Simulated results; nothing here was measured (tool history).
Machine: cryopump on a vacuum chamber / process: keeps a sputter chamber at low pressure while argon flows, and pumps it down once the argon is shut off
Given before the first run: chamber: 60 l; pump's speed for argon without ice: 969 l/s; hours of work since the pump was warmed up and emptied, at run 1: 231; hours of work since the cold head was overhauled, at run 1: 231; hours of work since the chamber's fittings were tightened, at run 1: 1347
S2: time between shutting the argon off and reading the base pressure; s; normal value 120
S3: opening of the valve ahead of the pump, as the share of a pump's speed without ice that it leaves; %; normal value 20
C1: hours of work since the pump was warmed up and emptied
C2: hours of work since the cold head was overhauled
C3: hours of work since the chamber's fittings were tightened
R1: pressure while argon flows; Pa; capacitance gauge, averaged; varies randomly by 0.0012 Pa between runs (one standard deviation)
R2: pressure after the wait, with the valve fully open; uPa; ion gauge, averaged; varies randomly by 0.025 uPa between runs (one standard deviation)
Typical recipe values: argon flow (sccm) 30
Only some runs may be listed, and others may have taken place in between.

run 1 day=0 | argon_flow_(sccm)=30 S2=120 S3=20 | C1=231 C2=231 C3=1347 | R1=0.2653 R2=1.55
run 2 day=0.758 | argon_flow_(sccm)=49 S2=120 S3=20 | C1=240 C2=240 C3=1357 | R1=0.4383 R2=1.64
run 3 day=1.262 | argon_flow_(sccm)=30 S2=120 S3=53 | C1=247 C2=247 C3=1363 | R1=0.1056 R2=1.67
run 4 day=1.75 | argon_flow_(sccm)=30 S2=120 S3=20 | C1=253 C2=253 C3=1369 | R1=0.2688 R2=1.66
run 5 day=2.108 | argon_flow_(sccm)=30 S2=120 S3=20 | C1=257 C2=257 C3=1373 | R1=0.2675 R2=1.64
run 6 day=2.812 | argon_flow_(sccm)=30 S2=120 S3=20 | C1=266 C2=266 C3=1382 | R1=0.2714 R2=1.59
run 7 day=3.558 | argon_flow_(sccm)=30 S2=71 S3=20 | C1=276 C2=276 C3=1392 | R1=0.2681 R2=2.18
run 8 day=4.104 | argon_flow_(sccm)=30 S2=71 S3=20 | C1=282 C2=282 C3=1398 | R1=0.2671 R2=2.13
run 9 day=4.475 | argon_flow_(sccm)=30 S2=71 S3=20 | C1=287 C2=287 C3=1403 | R1=0.2693 R2=2.2
run 10 day=4.946 | argon_flow_(sccm)=30 S2=71 S3=20 | C1=293 C2=293 C3=1409 | R1=0.2681 R2=2.2
run 11 day=5.646 | argon_flow_(sccm)=44 S2=154 S3=25 | C1=302 C2=302 C3=1418 | R1=0.3191 R2=1.61
run 12 day=6.304 | argon_flow_(sccm)=23 S2=45 S3=16 | C1=310 C2=310 C3=1426 | R1=0.2576 R2=2.86
run 13 day=7.067 | argon_flow_(sccm)=20 S2=120 S3=20 | C1=319 C2=319 C3=1435 | R1=0.1801 R2=1.71
run 14 day=7.792 | argon_flow_(sccm)=38 S2=120 S3=38 | C1=328 C2=328 C3=1444 | R1=0.1861 R2=1.74
run 15 day=8.279 | argon_flow_(sccm)=47 S2=56 S3=32 | C1=335 C2=335 C3=1451 | R1=0.2683 R2=2.46
run 16 day=8.767 | argon_flow_(sccm)=47 S2=56 S3=32 | C1=341 C2=341 C3=1457 | R1=0.2709 R2=2.53
run 17 day=9.467 | argon_flow_(sccm)=18 S2=81 S3=16 | C1=349 C2=349 C3=1465 | R1=0.2025 R2=2.13
run 18 day=9.971 | argon_flow_(sccm)=30 S2=41 S3=25 | C1=356 C2=356 C3=1472 | R1=0.218 R2=3.07

Below are 4 alternative next runs, each starting from the tool's condition after run 18. Predict each:
run A day=10.779 | argon_flow_(sccm)=31 S2=46 S3=53 | C1=366 C2=366 C3=1482 | R1=? R2=?
run B day=10.779 | argon_flow_(sccm)=38 S2=81 S3=18 | C1=366 C2=366 C3=1482 | R1=? R2=?
run C day=10.779 | argon_flow_(sccm)=30 S2=120 S3=27 | C1=366 C2=366 C3=1482 | R1=? R2=?
run D day=10.779 | argon_flow_(sccm)=25 S2=26 S3=18 | C1=366 C2=366 C3=1482 | R1=? R2=?

run=A R1=0.113 R2=2.91
run=B R1=0.3807 R2=2.09
run=C R1=0.2045 R2=1.76
run=D R1=0.2499 R2=4.21
Without the tool's hidden state the same runs would have given:
run=A R1=0.1026 R2=2.11
run=B R1=0.368 R2=1.3
run=C R1=0.1944 R2=0.97
run=D R1=0.2415 R2=3.41

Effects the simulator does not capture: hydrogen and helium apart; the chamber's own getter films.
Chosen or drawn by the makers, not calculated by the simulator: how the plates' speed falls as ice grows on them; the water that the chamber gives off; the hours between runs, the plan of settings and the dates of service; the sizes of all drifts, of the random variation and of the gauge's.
